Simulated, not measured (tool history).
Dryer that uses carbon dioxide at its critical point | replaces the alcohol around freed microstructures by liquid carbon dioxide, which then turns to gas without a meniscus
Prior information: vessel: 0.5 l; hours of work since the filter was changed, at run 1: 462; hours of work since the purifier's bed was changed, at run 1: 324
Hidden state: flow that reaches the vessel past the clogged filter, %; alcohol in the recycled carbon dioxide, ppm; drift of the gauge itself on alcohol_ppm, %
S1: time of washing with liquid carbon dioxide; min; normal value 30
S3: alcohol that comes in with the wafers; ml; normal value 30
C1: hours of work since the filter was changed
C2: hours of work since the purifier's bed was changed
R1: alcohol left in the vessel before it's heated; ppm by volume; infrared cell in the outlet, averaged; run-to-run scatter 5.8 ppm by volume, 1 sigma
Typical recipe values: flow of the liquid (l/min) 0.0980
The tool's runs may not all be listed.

run 1 hour=0.0 | S1=30 flow_of_the_liquid_(l/min)=0.0980 S3=30 | C1=462 C2=324 | R1=326
run 2 hour=10.1 | S1=30 flow_of_the_liquid_(l/min)=0.0980 S3=30 | C1=469 C2=331 | R1=319
run 3 hour=22.5 | S1=30 flow_of_the_liquid_(l/min)=0.0980 S3=30 | C1=477 C2=340 | R1=330
run 4 hour=38.2 | S1=30 flow_of_the_liquid_(l/min)=0.0980 S3=30 | C1=488 C2=351 | R1=329
run 5 hour=58.3 | S1=30 flow_of_the_liquid_(l/min)=0.0980 S3=30 | C1=502 C2=365 | R1=338
run 6 hour=83.1 | S1=30 flow_of_the_liquid_(l/min)=0.0980 S3=112 | C1=519 C2=382 | R1=1152
run 7 hour=103.7 | S1=30 flow_of_the_liquid_(l/min)=0.0980 S3=112 | C1=533 C2=396 | R1=1184
run 8 hour=124.0 | S1=30 flow_of_the_liquid_(l/min)=0.0980 S3=112 | C1=547 C2=410 | R1=1194
-- hour=139.6 inlet filter changed
run 9 hour=145.4 | S1=30 flow_of_the_liquid_(l/min)=0.0980 S3=112 | C1=4 C2=424 | R1=714
run 10 hour=156.4 | S1=29 flow_of_the_liquid_(l/min)=0.0896 S3=48 | C1=12 C2=431 | R1=646
run 11 hour=167.3 | S1=26 flow_of_the_liquid_(l/min)=0.1339 S3=49 | C1=19 C2=439 | R1=129
run 12 hour=185.6 | S1=26 flow_of_the_liquid_(l/min)=0.1339 S3=49 | C1=32 C2=451 | R1=132
run 13 hour=209.5 | S1=26 flow_of_the_liquid_(l/min)=0.1339 S3=49 | C1=48 C2=468 | R1=136
run 14 hour=230.9 | S1=30 flow_of_the_liquid_(l/min)=0.1313 S3=31 | C1=63 C2=482 | R1=60
run 15 hour=254.1 | S1=20 flow_of_the_liquid_(l/min)=0.0930 S3=24 | C1=79 C2=498 | R1=1396
run 16 hour=268.5 | S1=40 flow_of_the_liquid_(l/min)=0.0980 S3=82 | C1=89 C2=508 | R1=122
run 17 hour=289.2 | S1=27 flow_of_the_liquid_(l/min)=0.0721 S3=30 | C1=103 C2=522 | R1=1549

Branching from run 17: 3 alternative next runs. What would each branch give?
run A hour=306.3 | S1=27 flow_of_the_liquid_(l/min)=0.0989 S3=30 | C1=115 C2=534 | R1=?
run B hour=306.3 | S1=28 flow_of_the_liquid_(l/min)=0.0721 S3=74 | C1=115 C2=534 | R1=?
run C hour=306.3 | S1=27 flow_of_the_liquid_(l/min)=0.0721 S3=29 | C1=115 C2=534 | R1=?

run=A R1=387
run=B R1=3342
run=C R1=1528
The same runs, with their run-to-run variation unchanged, on a tool lacking any hidden condition would have given:
run=A R1=309
run=B R1=3012
run=C R1=1363
